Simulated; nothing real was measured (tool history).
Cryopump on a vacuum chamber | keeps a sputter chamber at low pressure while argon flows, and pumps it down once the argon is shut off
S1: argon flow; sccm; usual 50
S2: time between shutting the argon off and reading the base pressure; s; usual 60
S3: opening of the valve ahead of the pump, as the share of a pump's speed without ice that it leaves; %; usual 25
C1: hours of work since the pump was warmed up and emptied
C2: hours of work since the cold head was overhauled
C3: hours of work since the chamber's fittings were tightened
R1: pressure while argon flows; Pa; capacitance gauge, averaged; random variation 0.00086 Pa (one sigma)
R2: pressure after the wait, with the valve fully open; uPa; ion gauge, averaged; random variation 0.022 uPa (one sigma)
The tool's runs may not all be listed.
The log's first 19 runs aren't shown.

run    hour  S1   S2  S3   C1    C2    C3      R1    R2
 20  1243.2  30   53  28  263  3985   606  0.0962  1.49
 21  1316.7  50   85  25  328  4050   670  0.1801  1.37
 22  1395.1  86   60  58  397  4119   739  0.1421  1.61
 23  1443.4  86   60  58  439  4161   781  0.1431  1.64
 24  1503.5  29   28  58  492  4214   834  0.0486  2.26
     1512.7  -- pump warmed up, emptied and cooled again
 25  1581.5  29   28  58   60  4278   898  0.0448  2.21
 26  1627.9  40  259  59  101  4319   939  0.0609  1.34
 27  1669.4  40  259  59  138  4355   976  0.0622  1.37
 28  1747.1  50   54  39  206  4424  1044   0.116  1.97
 29  1788.1  50   54  39  242  4460  1080  0.1174  1.97
     1881.2  -- leaking fittings of the chamber tightened, without venting
 30  1881.2  50   54  32  322  4540     0  0.1436   0.7
 31  1925.4  50   54  32  361  4579    39  0.1435  0.79
 32  1976.6  58  250  23  406  4624    84  0.2277  0.41

3 ways to go on from here, each from the tool as it stands after run 32. What would each give?
  A  2041.4  46   45  35  463  4681  141   ?   ?
  B  2041.4  51   60  15  463  4681  141   ?   ?
  C  2041.4  55  250  21  463  4681  141   ?   ?

run      R1    R2
  A  0.1225  1.03
  B  0.3049  0.86
  C  0.2382  0.47
Without the tool's hidden state the same runs would have given:
run      R1    R2
  A  0.1142  0.82
  B  0.2957  0.65
  C  0.2283  0.26
